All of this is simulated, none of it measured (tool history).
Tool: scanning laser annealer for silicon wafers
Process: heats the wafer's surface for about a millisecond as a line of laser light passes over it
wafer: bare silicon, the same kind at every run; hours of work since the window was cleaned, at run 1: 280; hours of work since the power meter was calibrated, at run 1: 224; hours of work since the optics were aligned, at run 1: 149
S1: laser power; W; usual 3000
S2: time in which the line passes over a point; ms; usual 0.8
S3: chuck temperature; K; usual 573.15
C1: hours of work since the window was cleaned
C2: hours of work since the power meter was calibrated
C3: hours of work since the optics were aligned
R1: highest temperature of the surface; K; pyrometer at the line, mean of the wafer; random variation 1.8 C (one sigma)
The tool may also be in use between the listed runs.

run,hour,S1,S2,S3,C1,C2,C3,R1
1,0,3000,0.8,573.15,280,224,149,1310.15
2,9.4,3000,0.8,573.15,287,231,156,1305.15
3,16.1,3000,0.8,573.15,292,236,161,1311.15
4,22.7,3000,0.8,573.15,297,241,166,1305.15
5,27.7,3000,0.8,573.15,301,245,170,1306.15
6,33.9,3000,0.8,573.15,305,250,174,1305.15
7,37.9,3000,0.8,573.15,308,253,177,1308.15
8,43.1,3000,0.8,573.15,312,257,181,1309.15
9,49.1,3000,0.8,573.15,317,261,186,1303.15
10,55.5,3000,0.8,573.15,322,266,191,1307.15
11,62.7,2957,0.8,573.15,327,271,196,1292.15
12,69.6,2957,0.8,573.15,332,277,201,1293.15
13,78.8,3171,0.8,573.15,339,283,208,1356.15
14,87.5,3171,0.8,573.15,346,290,215,1357.15
15,96.5,3171,0.8,573.15,352,297,222,1360.15
16,103.4,3171,0.8,573.15,358,302,227,1354.15

Forecast run 17:
17,108.7,3106,0.799,573.15,362,306,231,?

{"run 17": {"R1": 1338.15}}
Without the tool's hidden state the same run would have given R1 1353.15 K.
